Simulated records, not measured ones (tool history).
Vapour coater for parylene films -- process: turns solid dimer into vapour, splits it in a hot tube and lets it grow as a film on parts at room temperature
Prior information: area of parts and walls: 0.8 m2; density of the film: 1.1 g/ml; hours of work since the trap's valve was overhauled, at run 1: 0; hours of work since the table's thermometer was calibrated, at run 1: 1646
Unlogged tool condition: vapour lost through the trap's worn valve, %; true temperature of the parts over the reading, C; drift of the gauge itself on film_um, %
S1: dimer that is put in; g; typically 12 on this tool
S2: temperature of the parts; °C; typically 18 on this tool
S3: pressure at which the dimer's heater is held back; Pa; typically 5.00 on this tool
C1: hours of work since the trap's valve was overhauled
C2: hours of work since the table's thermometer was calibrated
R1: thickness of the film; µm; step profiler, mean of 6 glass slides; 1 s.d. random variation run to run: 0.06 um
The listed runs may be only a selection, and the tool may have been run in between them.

| run | hour | S1 | S2 | S3 | C1 | C2 | R1 |
|---|---|---|---|---|---|---|---|
| 1 | 0.0 | 12 | 18 | 5.00 | 0 | 1646 | 6.92 |
| 2 | 53.7 | 12 | 18 | 5.00 | 41 | 1687 | 6.86 |
| 3 | 87.5 | 12 | 18 | 5.00 | 67 | 1713 | 6.89 |
| 4 | 160.9 | 12 | 18 | 5.00 | 123 | 1769 | 6.75 |
|  | 207.6 | table's thermometer calibrated |
| 5 | 211.0 | 12 | 18 | 5.00 | 160 | 3 | 6.77 |
| 6 | 271.8 | 12 | 18 | 5.00 | 206 | 49 | 6.65 |
| 7 | 325.9 | 12 | 18 | 5.00 | 248 | 90 | 6.60 |
| 8 | 393.5 | 12 | 18 | 5.00 | 299 | 142 | 6.55 |
| 9 | 427.7 | 12 | 18 | 5.00 | 325 | 168 | 6.58 |
| 10 | 475.2 | 12 | 18 | 7.02 | 362 | 204 | 5.99 |
| 11 | 546.2 | 12 | 18 | 5.62 | 416 | 258 | 6.28 |
| 12 | 608.4 | 12 | 18 | 2.74 | 463 | 306 | 7.06 |
|  | 630.4 | trap's valve overhauled |
| 13 | 651.9 | 12 | 18 | 5.00 | 16 | 336 | 6.98 |
| 14 | 721.5 | 12 | 18 | 5.00 | 69 | 389 | 7.01 |
| 15 | 767.5 | 12 | 18 | 5.00 | 104 | 424 | 6.95 |
| 16 | 801.1 | 12 | 18 | 5.00 | 130 | 449 | 6.85 |
| 17 | 855.0 | 12 | 18 | 5.00 | 171 | 491 | 6.69 |
| 18 | 904.6 | 12 | 18 | 5.00 | 209 | 528 | 6.81 |
| 19 | 980.8 | 12 | 18 | 5.00 | 267 | 587 | 6.69 |
| 20 | 1035.0 | 12 | 18 | 5.00 | 308 | 628 | 6.59 |
| 21 | 1086.2 | 9 | 18 | 5.00 | 347 | 667 | 4.93 |
| 22 | 1157.4 | 9 | 18 | 5.00 | 402 | 721 | 4.77 |
| 23 | 1205.3 | 7 | 18 | 3.83 | 438 | 758 | 3.88 |
| 24 | 1239.8 | 11 | 18 | 3.83 | 465 | 784 | 6.03 |
|  | 1261.8 | trap's valve overhauled |
| 25 | 1311.9 | 12 | 18 | 5.00 | 38 | 836 | 6.82 |
| 26 | 1351.7 | 12 | 18 | 5.00 | 69 | 866 | 6.90 |
| 27 | 1383.0 | 15 | 14 | 4.18 | 92 | 890 | 9.56 |
| 28 | 1432.8 | 12 | 25 | 3.40 | 130 | 928 | 6.45 |
| 29 | 1485.4 | 12 | 27 | 4.49 | 170 | 968 | 5.82 |
| 30 | 1524.7 | 12 | 11 | 8.74 | 200 | 998 | 6.82 |
| 31 | 1581.5 | 5 | 21 | 3.81 | 244 | 1041 | 2.75 |
| 32 | 1634.3 | 5 | 21 | 3.81 | 284 | 1082 | 2.71 |
| 33 | 1705.5 | 15 | 21 | 3.01 | 338 | 1136 | 8.32 |
| 34 | 1779.2 | 16 | 13 | 5.00 | 395 | 1192 | 9.24 |
| 35 | 1819.2 | 12 | 15 | 2.44 | 425 | 1223 | 7.76 |
| 36 | 1872.9 | 12 | 15 | 2.44 | 466 | 1264 | 7.55 |
|  | 1889.5 | trap's valve overhauled |
| 37 | 1920.7 | 15 | 24 | 2.06 | 24 | 1297 | 9.27 |
| 38 | 1952.1 | 15 | 16 | 2.38 | 48 | 1321 | 10.40 |
| 39 | 2019.8 | 10 | 18 | 5.07 | 99 | 1373 | 5.69 |
| 40 | 2059.2 | 9 | 11 | 5.07 | 129 | 1403 | 5.83 |
| 41 | 2131.1 | 8 | 20 | 8.20 | 184 | 1457 | 3.91 |
| 42 | 2162.1 | 10 | 12 | 8.20 | 208 | 1481 | 5.61 |

Each row is a separate what-if for the run after 42, all from the same tool condition, not one after another. Results?
| A | 2223.7 | 10 | 20 | 8.20 | 255 | 1528 | ? |
| B | 2223.7 | 12 | 12 | 3.25 | 255 | 1528 | ? |
| C | 2223.7 | 12 | 16 | 9.46 | 255 | 1528 | ? |

| run | R1 |
|---|---|
| A | 4.68 |
| B | 8.14 |
| C | 5.99 |
Stripped of hidden state, with their random variation kept, the same runs would have yielded:
| run | R1 |
|---|---|
| A | 5.10 |
| B | 8.86 |
| C | 6.52 |
